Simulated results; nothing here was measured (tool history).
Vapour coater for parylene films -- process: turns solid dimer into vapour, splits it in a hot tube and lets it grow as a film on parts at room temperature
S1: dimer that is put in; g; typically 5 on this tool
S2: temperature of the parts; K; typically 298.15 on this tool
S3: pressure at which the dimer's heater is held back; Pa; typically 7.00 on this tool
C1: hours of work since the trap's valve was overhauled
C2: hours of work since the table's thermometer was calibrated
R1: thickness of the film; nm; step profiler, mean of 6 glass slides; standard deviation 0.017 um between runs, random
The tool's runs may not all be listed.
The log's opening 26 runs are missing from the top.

{"day": 48.521, "done": "trap's valve overhauled"}
{"run": 27, "day": 49.242, "S1": 5, "S2": 297.15, "S3": 7.0, "C1": 11, "C2": 1153, "R1": 1130}
{"run": 28, "day": 51.758, "S1": 5, "S2": 297.15, "S3": 7.0, "C1": 50, "C2": 1192, "R1": 1150}
{"day": 51.975, "done": "table's thermometer calibrated"}
{"run": 29, "day": 53.733, "S1": 2, "S2": 298.15, "S3": 9.26, "C1": 80, "C2": 27, "R1": 450}
{"run": 30, "day": 55.496, "S1": 2, "S2": 298.15, "S3": 9.26, "C1": 107, "C2": 54, "R1": 470}
{"run": 31, "day": 57.196, "S1": 4, "S2": 298.15, "S3": 7.0, "C1": 134, "C2": 81, "R1": 880}
{"run": 32, "day": 59.421, "S1": 4, "S2": 298.15, "S3": 7.0, "C1": 168, "C2": 115, "R1": 910}
{"run": 33, "day": 60.821, "S1": 4, "S2": 291.15, "S3": 4.25, "C1": 190, "C2": 137, "R1": 1200}
{"run": 34, "day": 62.95, "S1": 4, "S2": 298.15, "S3": 5.56, "C1": 223, "C2": 170, "R1": 890}
{"run": 35, "day": 65.333, "S1": 4, "S2": 298.15, "S3": 5.56, "C1": 259, "C2": 207, "R1": 920}
{"run": 36, "day": 66.608, "S1": 3, "S2": 298.15, "S3": 2.31, "C1": 279, "C2": 226, "R1": 720}
{"run": 37, "day": 68.121, "S1": 2, "S2": 308.15, "S3": 2.31, "C1": 302, "C2": 250, "R1": 310}
{"run": 38, "day": 69.942, "S1": 3, "S2": 298.15, "S3": 7.0, "C1": 331, "C2": 278, "R1": 650}
{"run": 39, "day": 71.271, "S1": 3, "S2": 298.15, "S3": 7.0, "C1": 351, "C2": 298, "R1": 630}
{"run": 40, "day": 73.662, "S1": 7, "S2": 297.15, "S3": 2.92, "C1": 388, "C2": 335, "R1": 1600}
{"run": 41, "day": 75.367, "S1": 5, "S2": 294.15, "S3": 5.38, "C1": 415, "C2": 362, "R1": 1250}
{"run": 42, "day": 76.517, "S1": 3, "S2": 298.15, "S3": 2.16, "C1": 432, "C2": 379, "R1": 660}
{"run": 43, "day": 77.679, "S1": 3, "S2": 298.15, "S3": 2.16, "C1": 450, "C2": 397, "R1": 670}
{"day": 78.525, "done": "trap's valve overhauled"}
{"run": 44, "day": 80.325, "S1": 3, "S2": 298.15, "S3": 2.16, "C1": 28, "C2": 436, "R1": 750}
{"run": 45, "day": 82.888, "S1": 3, "S2": 298.15, "S3": 2.16, "C1": 67, "C2": 475, "R1": 690}
{"run": 46, "day": 84.162, "S1": 3, "S2": 298.15, "S3": 2.16, "C1": 87, "C2": 495, "R1": 680}

Forecast each of these 3 alternatives for the next run:
{"run": "A", "day": 86.438, "S1": 5, "S2": 291.15, "S3": 7.0, "C1": 122, "C2": 530, "R1": "?"}
{"run": "B", "day": 86.438, "S1": 5, "S2": 295.15, "S3": 7.0, "C1": 122, "C2": 530, "R1": "?"}
{"run": "C", "day": 86.438, "S1": 6, "S2": 300.15, "S3": 6.38, "C1": 122, "C2": 530, "R1": "?"}

run=A R1=1400
run=B R1=1240
run=C R1=1240
The same runs, with their run-to-run variation unchanged, on a tool lacking any hidden condition would have given:
run=A R1=1460
run=B R1=1290
run=C R1=1290
